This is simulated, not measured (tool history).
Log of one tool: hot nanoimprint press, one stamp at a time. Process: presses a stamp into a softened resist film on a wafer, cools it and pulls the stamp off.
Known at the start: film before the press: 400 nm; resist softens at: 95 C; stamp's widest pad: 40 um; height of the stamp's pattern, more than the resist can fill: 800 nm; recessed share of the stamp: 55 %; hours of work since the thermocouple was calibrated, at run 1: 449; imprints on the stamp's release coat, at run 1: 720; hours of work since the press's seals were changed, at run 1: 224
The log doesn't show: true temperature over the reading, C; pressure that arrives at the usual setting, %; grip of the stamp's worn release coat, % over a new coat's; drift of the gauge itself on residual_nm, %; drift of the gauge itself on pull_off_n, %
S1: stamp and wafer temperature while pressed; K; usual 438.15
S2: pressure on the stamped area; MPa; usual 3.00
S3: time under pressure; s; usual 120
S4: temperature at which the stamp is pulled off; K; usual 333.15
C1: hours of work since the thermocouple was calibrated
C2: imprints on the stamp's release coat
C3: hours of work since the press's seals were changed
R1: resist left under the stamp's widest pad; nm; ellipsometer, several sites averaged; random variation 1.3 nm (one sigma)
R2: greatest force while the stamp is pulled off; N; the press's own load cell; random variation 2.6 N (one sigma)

run    hour      S1    S2   S3      S4   C1    C2   C3     R1   R2
  1     0.0  438.15  3.00  120  333.15  449   720  224  228.9  122
       18.6  -- plate thermocouple calibrated
  2    26.5  438.15  3.00  120  333.15    6   829  241  227.8  122
  3    66.5  438.15  3.00  120  338.15   35  1013  270  228.2  106
  4   107.8  438.15  3.00  120  338.15   65  1203  300  229.0  112
  5   141.2  438.15  3.00  150  338.15   89  1357  324  209.1  105
  6   164.6  438.15  3.00  150  338.15  106  1465  341  211.4  112
  7   190.8  438.15  3.00  120  333.15  126  1585  360  230.4  122
  8   242.8  438.15  3.00  120  333.15  163  1825  398  229.7  123
      281.7  -- stamp cleaned and given a new release coat
  9   290.9  438.15  3.00  120  333.15  194    42  429  228.2  121
 10   317.6  438.15  3.00  120  318.15  214   165  448  226.3  165
 11   346.9  438.15  3.00  120  318.15  235   300  470  226.4  160
 12   380.4  438.15  3.00  120  333.15  259   454  494  229.2  122
 13   417.2  438.15  3.00   91  333.15  286   624  521  248.3  124
 14   442.7  438.15  3.00  120  336.15  305   741  540  229.4  111
 15   484.1  438.15  3.00  120  336.15  335   932  570  225.5  111
 16   513.5  438.15  3.00  120  336.15  356  1067  591  229.3  117
      527.0  -- press's hydraulic seals changed and the load cell set to zero
 17   547.5  428.15  3.00   80  336.15  375  1187   15  315.7  112
 18   603.5  428.15  3.00   80  336.15  416  1445   56  313.2  116
 19   653.9  429.15  3.00  163  333.15  453  1677   92  261.1  121
      666.3  -- plate thermocouple calibrated
 20   695.5  444.15  4.27  186  318.15   21  1855  121  141.5  165
      728.4  -- stamp cleaned and given a new release coat
 21   738.0  434.15  4.27  186  331.15   48    44  147  187.7  131
 22   775.6  438.15  3.00  164  321.15   75   218  175  205.5  157
 23   814.5  438.15  3.00  164  321.15  104   397  203  206.3  156
 24   859.0  438.15  3.00  164  321.15  136   602  236  206.1  156
 25   882.7  438.15  2.53   97  321.15  153   711  253  257.9  156
 26   924.9  446.15  3.00   71  318.15  184   905  284  223.8  168
 27   977.8  438.15  3.00   71  318.15  223  1149  322  265.4  156
 28  1002.9  438.15  3.00   71  318.15  241  1264  340  267.9  154

The next listed run, before its measurement:
 29  1035.5  439.15  3.47  71  318.15  265  1415  364   ?   ?

Run 29 gave R1 250.4 nm, R2 159 N.
Without the tool's hidden state the same run would have given R1 250.5 nm, R2 158 N.
